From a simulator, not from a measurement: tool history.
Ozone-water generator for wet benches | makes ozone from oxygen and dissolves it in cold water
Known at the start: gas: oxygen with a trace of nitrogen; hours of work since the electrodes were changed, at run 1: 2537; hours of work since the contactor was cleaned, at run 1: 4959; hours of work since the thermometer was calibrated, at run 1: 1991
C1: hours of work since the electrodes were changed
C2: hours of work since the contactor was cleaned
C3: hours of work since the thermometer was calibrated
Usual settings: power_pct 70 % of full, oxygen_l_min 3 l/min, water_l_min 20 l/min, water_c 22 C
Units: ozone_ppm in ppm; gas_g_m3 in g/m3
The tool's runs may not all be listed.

run 1 hour=0 | power_pct=70 oxygen_l_min=3 water_l_min=20 water_c=22 | C1=2537 C2=4959 C3=1991 | ozone_ppm=13.3 gas_g_m3=229.3
run 2 hour=121.4 | power_pct=70 oxygen_l_min=3 water_l_min=20 water_c=22 | C1=2625 C2=5046 C3=2079 | ozone_ppm=13 gas_g_m3=223.3
run 3 hour=282.3 | power_pct=70 oxygen_l_min=2.99 water_l_min=20 water_c=22 | C1=2742 C2=5163 C3=2195 | ozone_ppm=13.4 gas_g_m3=225.9
run 4 hour=446.3 | power_pct=70 oxygen_l_min=2.99 water_l_min=20 water_c=22 | C1=2860 C2=5281 C3=2314 | ozone_ppm=13.1 gas_g_m3=224.1
run 5 hour=573.7 | power_pct=70 oxygen_l_min=3 water_l_min=20 water_c=30 | C1=2952 C2=5373 C3=2406 | ozone_ppm=11.8 gas_g_m3=224.3
run 6 hour=759.3 | power_pct=70 oxygen_l_min=3 water_l_min=20 water_c=30 | C1=3086 C2=5508 C3=2540 | ozone_ppm=11.6 gas_g_m3=222.6
run 7 hour=970.3 | power_pct=70 oxygen_l_min=3 water_l_min=20 water_c=30 | C1=3239 C2=5660 C3=2692 | ozone_ppm=11.6 gas_g_m3=219.6
run 8 hour=1156.8 | power_pct=70 oxygen_l_min=3 water_l_min=20 water_c=30 | C1=3374 C2=5795 C3=2827 | ozone_ppm=11.5 gas_g_m3=221
run 9 hour=1298.6 | power_pct=70 oxygen_l_min=3 water_l_min=20 water_c=30 | C1=3476 C2=5898 C3=2930 | ozone_ppm=11.5 gas_g_m3=217.9
run 10 hour=1482.8 | power_pct=70 oxygen_l_min=3 water_l_min=20 water_c=22 | C1=3610 C2=6031 C3=3063 | ozone_ppm=12.7 gas_g_m3=219.6
run 11 hour=1578.4 | power_pct=70 oxygen_l_min=3 water_l_min=20 water_c=22 | C1=3679 C2=6100 C3=3132 | ozone_ppm=12.3 gas_g_m3=217.7
run 12 hour=1693.7 | power_pct=70 oxygen_l_min=3 water_l_min=20 water_c=22 | C1=3762 C2=6183 C3=3215 | ozone_ppm=12.3 gas_g_m3=216.1
run 13 hour=1844.1 | power_pct=70 oxygen_l_min=3 water_l_min=20 water_c=22 | C1=3871 C2=6292 C3=3324 | ozone_ppm=12.4 gas_g_m3=215.9
run 14 hour=1973.2 | power_pct=70 oxygen_l_min=3 water_l_min=20 water_c=22 | C1=3964 C2=6385 C3=3418 | ozone_ppm=12.3 gas_g_m3=212.5
run 15 hour=2140.7 | power_pct=46 oxygen_l_min=4.65 water_l_min=26 water_c=22 | C1=4085 C2=6506 C3=3539 | ozone_ppm=7.4 gas_g_m3=129.6
-- hour=2203.2 contactor cleaned
run 16 hour=2269.5 | power_pct=46 oxygen_l_min=4.65 water_l_min=26 water_c=22 | C1=4175 C2=48 C3=3629 | ozone_ppm=8.7 gas_g_m3=129.2
run 17 hour=2458.8 | power_pct=40 oxygen_l_min=3.06 water_l_min=26 water_c=22 | C1=4312 C2=185 C3=3766 | ozone_ppm=7.1 gas_g_m3=137.3
run 18 hour=2659.7 | power_pct=40 oxygen_l_min=3.06 water_l_min=26 water_c=22 | C1=4458 C2=330 C3=3911 | ozone_ppm=7 gas_g_m3=138.5
run 19 hour=2868.3 | power_pct=40 oxygen_l_min=3.06 water_l_min=26 water_c=22 | C1=4608 C2=481 C3=4062 | ozone_ppm=7 gas_g_m3=137.9
run 20 hour=3051.4 | power_pct=64 oxygen_l_min=2.48 water_l_min=23 water_c=22 | C1=4741 C2=613 C3=4194 | ozone_ppm=10.4 gas_g_m3=212.8
run 21 hour=3189.2 | power_pct=76 oxygen_l_min=1.5 water_l_min=23 water_c=23 | C1=4840 C2=713 C3=4294 | ozone_ppm=9.9 gas_g_m3=293.4
run 22 hour=3403.9 | power_pct=76 oxygen_l_min=1.5 water_l_min=23 water_c=23 | C1=4996 C2=868 C3=4449 | ozone_ppm=9.7 gas_g_m3=293.3
run 23 hour=3533.1 | power_pct=70 oxygen_l_min=3 water_l_min=20 water_c=16 | C1=5089 C2=962 C3=4543 | ozone_ppm=13.8 gas_g_m3=204
run 24 hour=3693.8 | power_pct=70 oxygen_l_min=3 water_l_min=20 water_c=16 | C1=5205 C2=1078 C3=4659 | ozone_ppm=13.5 gas_g_m3=203.4
-- hour=3770.9 water thermometer calibrated
run 25 hour=3863.9 | power_pct=66 oxygen_l_min=4.36 water_l_min=25 water_c=15 | C1=5328 C2=1200 C3=67 | ozone_ppm=11.8 gas_g_m3=166.2

4 ways to go on from here, each from the tool as it stands after run 25. What would each give?
run A hour=4039.4 | power_pct=70 oxygen_l_min=2.27 water_l_min=14 water_c=22 | C1=5455 C2=1327 C3=194 | ozone_ppm=? gas_g_m3=?
run B hour=4039.4 | power_pct=90 oxygen_l_min=2.33 water_l_min=25 water_c=16 | C1=5455 C2=1327 C3=194 | ozone_ppm=? gas_g_m3=?
run C hour=4039.4 | power_pct=64 oxygen_l_min=4.97 water_l_min=20 water_c=20 | C1=5455 C2=1327 C3=194 | ozone_ppm=? gas_g_m3=?
run D hour=4039.4 | power_pct=47 oxygen_l_min=3.04 water_l_min=25 water_c=15 | C1=5455 C2=1327 C3=194 | ozone_ppm=? gas_g_m3=?

run=A ozone_ppm=16.3 gas_g_m3=225.6
run=B ozone_ppm=12 gas_g_m3=267.1
run=C ozone_ppm=13.4 gas_g_m3=152.8
run=D ozone_ppm=8.3 gas_g_m3=152.4
Without the tool's hidden state the same runs would have given:
run=A ozone_ppm=20.5 gas_g_m3=277.7
run=B ozone_ppm=15.8 gas_g_m3=342.6
run=C ozone_ppm=16.6 gas_g_m3=185.3
run=D ozone_ppm=9.9 gas_g_m3=175.8

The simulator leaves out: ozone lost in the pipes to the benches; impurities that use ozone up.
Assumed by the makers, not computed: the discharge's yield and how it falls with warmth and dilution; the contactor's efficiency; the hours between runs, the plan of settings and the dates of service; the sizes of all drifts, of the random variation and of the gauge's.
